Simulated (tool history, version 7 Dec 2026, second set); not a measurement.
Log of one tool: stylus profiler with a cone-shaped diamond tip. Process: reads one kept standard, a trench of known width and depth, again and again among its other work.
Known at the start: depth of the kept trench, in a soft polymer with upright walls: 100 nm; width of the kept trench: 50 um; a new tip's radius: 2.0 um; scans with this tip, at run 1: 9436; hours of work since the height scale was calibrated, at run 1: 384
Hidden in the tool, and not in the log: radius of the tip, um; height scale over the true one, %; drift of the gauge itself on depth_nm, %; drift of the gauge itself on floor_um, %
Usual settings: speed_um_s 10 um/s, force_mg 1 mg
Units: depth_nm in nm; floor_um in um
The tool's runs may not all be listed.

run	hour	speed_um_s	force_mg	scans with this tip	hours of work since the height scale was calibrated	depth_nm	floor_um
1	0	10	1	9436	384	100.45	48.08
# hour 31.9: new tip fitted, height scale calibrated
2	90.3	10	1	174	30	100.27	48.67
3	146.3	10	1	341	58	100.49	48.62
4	197	17	1	493	84	100.39	48.53
5	253.3	5	1	660	113	100.37	48.59
6	319.2	5	1	857	146	100.42	48.6
7	405.6	2	1	1115	190	100.43	48.58
8	449.7	2	2.67	1246	212	100.69	48.63
9	532.7	10	1	1494	254	100.45	48.61
10	579.1	10	1	1632	278	100.44	48.59
11	657.4	10	1	1866	318	100.55	48.57
12	754.7	10	1	2156	367	100.55	48.53
13	846.4	10	1	2430	414	100.53	48.49
14	904.9	10	1	2604	444	100.52	48.47
15	971.5	10	0.47	2803	477	100.37	48.42
16	1058.9	10	0.47	3063	522	100.44	48.38
17	1134.7	10	0.55	3289	560	100.37	48.4
18	1219	10	0.55	3541	603	100.49	48.34
19	1285.4	5	1.82	3739	637	100.81	48.5
20	1373	5	1.82	4000	682	100.7	48.44
21	1453.1	10	0.41	4239	722	100.56	48.34
22	1539.1	10	0.41	4496	766	100.37	48.33
23	1599.6	10	0.41	4676	797	100.51	48.35
24	1691.3	3	0.82	4950	843	100.61	48.4
25	1783.6	3	0.82	5225	890	100.62	48.37
26	1832.7	29	0.57	5371	915	100.6	48.17
27	1903.6	29	0.57	5583	951	100.59	48.08
28	1989.8	23	0.89	5840	995	100.72	48.19
29	2066.2	23	0.89	6068	1034	100.63	48.21
30	2164.9	4	0.72	6362	1084	100.62	48.33
31	2236.1	29	0.42	6575	1120	100.62	47.96
32	2333.8	29	0.42	6866	1170	100.5	47.96
# hour 2358.8: height scale calibrated on a step standard
33	2430.1	10	1.8	7152	36	100.58	48.19

Measured less the same run without the tool's hidden state. The same run-to-run variation is in both; the gauge's scatter may not be:
run	depth_nm	floor_um
1	+0.11	-0.58
2	+0.05	-0.03
3	+0.05	-0.04
4	+0.07	-0.05
5	+0.07	-0.07
6	+0.08	-0.09
7	+0.09	-0.1
8	+0.1	-0.11
9	+0.12	-0.12
10	+0.12	-0.13
11	+0.14	-0.15
12	+0.15	-0.17
13	+0.17	-0.19
14	+0.17	-0.2
15	+0.19	-0.21
16	+0.2	-0.23
17	+0.21	-0.25
18	+0.22	-0.25
19	+0.24	-0.27
20	+0.25	-0.29
21	+0.26	-0.3
22	+0.28	-0.31
23	+0.29	-0.32
24	+0.3	-0.34
25	+0.32	-0.36
26	+0.33	-0.37
27	+0.34	-0.38
28	+0.35	-0.39
29	+0.37	-0.4
30	+0.38	-0.42
31	+0.4	-0.44
32	+0.4	-0.45
33	+0.07	-0.46
